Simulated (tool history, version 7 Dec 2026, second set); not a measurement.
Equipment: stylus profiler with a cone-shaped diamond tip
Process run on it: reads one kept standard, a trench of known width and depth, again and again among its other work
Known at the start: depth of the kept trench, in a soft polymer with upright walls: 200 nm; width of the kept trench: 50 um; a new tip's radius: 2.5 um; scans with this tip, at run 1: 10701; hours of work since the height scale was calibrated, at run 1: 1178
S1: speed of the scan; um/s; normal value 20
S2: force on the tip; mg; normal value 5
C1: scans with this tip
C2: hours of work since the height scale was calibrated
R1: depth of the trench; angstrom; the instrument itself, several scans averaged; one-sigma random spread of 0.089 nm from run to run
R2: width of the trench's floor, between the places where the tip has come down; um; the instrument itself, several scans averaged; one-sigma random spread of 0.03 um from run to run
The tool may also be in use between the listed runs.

| run | hour | S1 | S2 | C1 | C2 | R1 | R2 |
|---|---|---|---|---|---|---|---|
| 1 | 0 | 20 | 5 | 10701 | 1178 | 2054.1 | 47.27 |
| 2 | 49.6 | 20 | 2.04 | 10977 | 1208 | 2033 | 47.26 |
| 3 | 88.1 | 36 | 5 | 11190 | 1232 | 2057.4 | 47.28 |
| 4 | 132.3 | 36 | 5 | 11435 | 1259 | 2055.1 | 47.24 |
| 5 | 162.7 | 36 | 5 | 11604 | 1277 | 2056.7 | 47.26 |
| 6 | 201.3 | 20 | 8.32 | 11818 | 1301 | 2078.2 | 47.26 |
| 7 | 248.7 | 20 | 5 | 12082 | 1330 | 2056.7 | 47.25 |
| 8 | 284.6 | 17 | 5 | 12281 | 1352 | 2056.1 | 47.29 |
| 9 | 322 | 20 | 5 | 12489 | 1375 | 2055.3 | 47.21 |
| 10 | 362.2 | 20 | 5 | 12712 | 1399 | 2056.5 | 47.26 |
| 11 | 402.8 | 20 | 5 | 12937 | 1424 | 2056.7 | 47.19 |
| 12 | 453.1 | 20 | 5 | 13216 | 1455 | 2056.6 | 47.18 |
| 13 | 492.9 | 20 | 5 | 13437 | 1479 | 2055.4 | 47.16 |
| 14 | 537.1 | 20 | 2.37 | 13682 | 1506 | 2037.7 | 47.16 |
| 15 | 559.9 | 57 | 5.75 | 13809 | 1520 | 2062.4 | 47.05 |

Run 16 is up next; what results do you expect?
| 16 | 589.2 | 8 | 5.21 | 13972 | 1538 | ? | ? |

R1: 2059.2 angstrom
R2: 47.17 um
If the tool had no hidden condition, the same run with the same run-to-run variation would have returned R1 2053.4 angstrom, R2 48 um.

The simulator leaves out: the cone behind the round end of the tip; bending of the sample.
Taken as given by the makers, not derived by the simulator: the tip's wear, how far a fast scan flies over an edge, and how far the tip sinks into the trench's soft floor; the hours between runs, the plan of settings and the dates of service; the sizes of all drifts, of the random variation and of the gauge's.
